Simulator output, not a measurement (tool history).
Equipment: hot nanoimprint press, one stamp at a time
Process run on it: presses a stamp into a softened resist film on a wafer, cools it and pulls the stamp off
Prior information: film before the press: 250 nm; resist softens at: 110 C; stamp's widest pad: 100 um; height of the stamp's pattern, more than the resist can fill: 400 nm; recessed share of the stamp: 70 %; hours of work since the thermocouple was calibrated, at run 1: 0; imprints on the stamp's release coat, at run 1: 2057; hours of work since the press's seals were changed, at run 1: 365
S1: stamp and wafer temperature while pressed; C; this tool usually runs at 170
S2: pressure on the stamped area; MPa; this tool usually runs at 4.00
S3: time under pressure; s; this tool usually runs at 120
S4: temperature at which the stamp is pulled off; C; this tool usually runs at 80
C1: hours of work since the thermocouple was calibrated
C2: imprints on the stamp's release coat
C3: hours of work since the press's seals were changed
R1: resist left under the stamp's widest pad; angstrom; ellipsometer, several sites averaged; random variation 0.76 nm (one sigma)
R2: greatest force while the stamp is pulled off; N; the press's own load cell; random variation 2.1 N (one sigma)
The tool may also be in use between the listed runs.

run 1 day=0.000 | S1=170 S2=4.00 S3=120 S4=80 | C1=0 C2=2057 C3=365 | R1=973 R2=92
run 2 day=0.854 | S1=170 S2=4.00 S3=120 S4=80 | C1=9 C2=2093 C3=374 | R1=965 R2=90
run 3 day=1.646 | S1=170 S2=4.00 S3=120 S4=80 | C1=17 C2=2126 C3=382 | R1=969 R2=95
run 4 day=2.400 | S1=170 S2=4.00 S3=120 S4=80 | C1=25 C2=2157 C3=390 | R1=974 R2=95
run 5 day=3.750 | S1=170 S2=4.24 S3=120 S4=80 | C1=39 C2=2214 C3=404 | R1=942 R2=92
run 6 day=5.075 | S1=159 S2=4.00 S3=120 S4=80 | C1=53 C2=2270 C3=418 | R1=1591 R2=94
run 7 day=6.508 | S1=159 S2=4.00 S3=120 S4=80 | C1=68 C2=2330 C3=433 | R1=1575 R2=92
run 8 day=7.262 | S1=159 S2=4.00 S3=120 S4=80 | C1=76 C2=2362 C3=441 | R1=1589 R2=95
run 9 day=8.217 | S1=170 S2=4.00 S3=120 S4=84 | C1=86 C2=2402 C3=451 | R1=966 R2=84
run 10 day=9.271 | S1=170 S2=4.00 S3=120 S4=80 | C1=97 C2=2446 C3=462 | R1=976 R2=91
-- day=9.796 stamp cleaned and given a new release coat
run 11 day=10.933 | S1=170 S2=4.00 S3=91 S4=78 | C1=112 C2=47 C3=477 | R1=1074 R2=99
run 12 day=11.625 | S1=167 S2=4.00 S3=163 S4=80 | C1=119 C2=77 C3=484 | R1=986 R2=91

The next listed run, before its measurement:
run 13 day=12.592 | S1=160 S2=4.00 S3=163 S4=80 | C1=130 C2=117 C3=495 | R1=? R2=?

{"run 13": {"R1": 1369, "R2": 92}}
Without the tool's hidden state the same run would have given R1 1369 angstrom, R2 92 N.

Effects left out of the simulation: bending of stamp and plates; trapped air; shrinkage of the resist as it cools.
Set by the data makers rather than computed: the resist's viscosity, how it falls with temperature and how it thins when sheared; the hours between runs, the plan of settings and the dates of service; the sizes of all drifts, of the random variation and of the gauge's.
